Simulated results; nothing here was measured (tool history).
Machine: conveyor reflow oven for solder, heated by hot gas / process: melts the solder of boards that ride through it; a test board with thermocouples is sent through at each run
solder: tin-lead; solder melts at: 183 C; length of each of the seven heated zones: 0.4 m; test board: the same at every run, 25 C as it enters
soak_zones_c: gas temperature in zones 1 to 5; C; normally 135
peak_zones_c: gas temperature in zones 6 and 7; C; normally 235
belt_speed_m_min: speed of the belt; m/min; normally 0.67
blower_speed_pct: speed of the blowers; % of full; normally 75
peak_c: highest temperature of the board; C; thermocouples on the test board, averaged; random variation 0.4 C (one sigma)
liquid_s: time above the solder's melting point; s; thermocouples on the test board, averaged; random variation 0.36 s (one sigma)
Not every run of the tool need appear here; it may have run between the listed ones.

run 1 hour=0 | soak_zones_c=135 peak_zones_c=235 belt_speed_m_min=0.67 blower_speed_pct=75 | peak_c=214 liquid_s=50.3
-- hour=70.4 belt drive overhauled, speed set with a stopwatch
run 2 hour=82.1 | soak_zones_c=135 peak_zones_c=235 belt_speed_m_min=0.67 blower_speed_pct=79 | peak_c=213.7 liquid_s=48.5
-- hour=96 flux residue cleaned out of gas plates and filters
run 3 hour=152.4 | soak_zones_c=135 peak_zones_c=235 belt_speed_m_min=0.67 blower_speed_pct=79 | peak_c=217.1 liquid_s=52.1
run 4 hour=217.6 | soak_zones_c=135 peak_zones_c=235 belt_speed_m_min=0.67 blower_speed_pct=79 | peak_c=216.4 liquid_s=51.7
run 5 hour=315.6 | soak_zones_c=135 peak_zones_c=235 belt_speed_m_min=0.67 blower_speed_pct=79 | peak_c=215.7 liquid_s=51.2
run 6 hour=374.2 | soak_zones_c=135 peak_zones_c=235 belt_speed_m_min=0.67 blower_speed_pct=79 | peak_c=214.5 liquid_s=51.1
run 7 hour=469.2 | soak_zones_c=135 peak_zones_c=235 belt_speed_m_min=0.67 blower_speed_pct=75 | peak_c=213.6 liquid_s=49.4
run 8 hour=528.9 | soak_zones_c=135 peak_zones_c=235 belt_speed_m_min=0.67 blower_speed_pct=75 | peak_c=213 liquid_s=49.3
run 9 hour=578.8 | soak_zones_c=122 peak_zones_c=235 belt_speed_m_min=0.749 blower_speed_pct=54 | peak_c=195.1 liquid_s=18.8
run 10 hour=620.3 | soak_zones_c=122 peak_zones_c=235 belt_speed_m_min=0.749 blower_speed_pct=54 | peak_c=193.7 liquid_s=18.3
run 11 hour=667.8 | soak_zones_c=149 peak_zones_c=235 belt_speed_m_min=0.743 blower_speed_pct=75 | peak_c=211.6 liquid_s=47.2
run 12 hour=740.3 | soak_zones_c=145 peak_zones_c=235 belt_speed_m_min=0.7 blower_speed_pct=75 | peak_c=212.2 liquid_s=49.4
run 13 hour=804.5 | soak_zones_c=145 peak_zones_c=235 belt_speed_m_min=0.7 blower_speed_pct=75 | peak_c=211.6 liquid_s=48.6
-- hour=838.2 flux residue cleaned out of gas plates and filters
run 14 hour=856.8 | soak_zones_c=138 peak_zones_c=246 belt_speed_m_min=0.67 blower_speed_pct=73 | peak_c=224.1 liquid_s=57.8
run 15 hour=923.5 | soak_zones_c=138 peak_zones_c=246 belt_speed_m_min=0.67 blower_speed_pct=66 | peak_c=220 liquid_s=56.2

3 options for the next run, each taken on its own from the tool as it stands now. Forecast them:
run A hour=986.1 | soak_zones_c=150 peak_zones_c=246 belt_speed_m_min=0.719 blower_speed_pct=73 | peak_c=? liquid_s=?
run B hour=986.1 | soak_zones_c=138 peak_zones_c=223 belt_speed_m_min=0.75 blower_speed_pct=57 | peak_c=? liquid_s=?
run C hour=986.1 | soak_zones_c=135 peak_zones_c=225 belt_speed_m_min=0.704 blower_speed_pct=75 | peak_c=? liquid_s=?

run=A peak_c=223.1 liquid_s=57.3
run=B peak_c=193.9 liquid_s=21.4
run=C peak_c=204.7 liquid_s=38.7
Take away the tool's hidden state, keep each run's random variation, and the runs would have read:
run=A peak_c=225.2 liquid_s=57.9
run=B peak_c=195.7 liquid_s=23.8
run=C peak_c=206.8 liquid_s=40.5
